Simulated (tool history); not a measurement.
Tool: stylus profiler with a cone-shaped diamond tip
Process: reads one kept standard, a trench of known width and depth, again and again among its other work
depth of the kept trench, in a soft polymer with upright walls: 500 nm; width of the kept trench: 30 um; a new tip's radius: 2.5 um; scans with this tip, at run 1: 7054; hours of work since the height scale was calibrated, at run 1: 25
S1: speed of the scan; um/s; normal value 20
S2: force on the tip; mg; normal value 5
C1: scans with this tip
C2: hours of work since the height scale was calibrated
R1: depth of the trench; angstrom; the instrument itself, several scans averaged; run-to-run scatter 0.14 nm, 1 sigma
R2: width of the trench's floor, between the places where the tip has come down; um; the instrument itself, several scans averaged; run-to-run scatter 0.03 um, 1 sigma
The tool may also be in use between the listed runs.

run,hour,S1,S2,C1,C2,R1,R2
1,0,20,5,7054,25,5100.1,26.19
2,45.3,20,5,7231,47,5100.8,26.22
3,123.9,20,2.15,7538,86,5059.9,26.17
4,196.2,20,5.04,7821,122,5102.9,26.18
5,265.6,20,2.27,8092,156,5060.6,26.1
6,348.2,20,2.27,8415,197,5063.6,26.08
7,419.5,37,5,8694,233,5098.9,26.06
8,513,20,1.91,9059,279,5058.1,26.04
9,598.5,6,2.5,9393,321,5071.2,26.05
10,681.3,68,2.97,9717,362,5074.4,25.86
11,747.6,63,1.73,9976,395,5054,25.79
12,808.6,63,1.73,10214,426,5055.7,25.81
13,870.7,10,3.51,10457,456,5085.5,25.97
14,945.9,65,3,10751,494,5079.3,25.83

4 ways to go on from here, each from the tool as it stands after run 14. What would each give?
A,1005.9,70,5.37,10985,523,?,?
B,1005.9,12,10.97,10985,523,?,?
C,1005.9,6,1.74,10985,523,?,?
D,1005.9,7,2.87,10985,523,?,?

run,R1,R2
A,5110.7,25.85
B,5178.1,25.89
C,5055.7,25.92
D,5076.8,25.94
Stripped of hidden state, with their random variation kept, the same runs would have yielded:
run,R1,R2
A,5101.1,26.91
B,5168.4,26.95
C,5046.2,26.97
D,5067.2,27
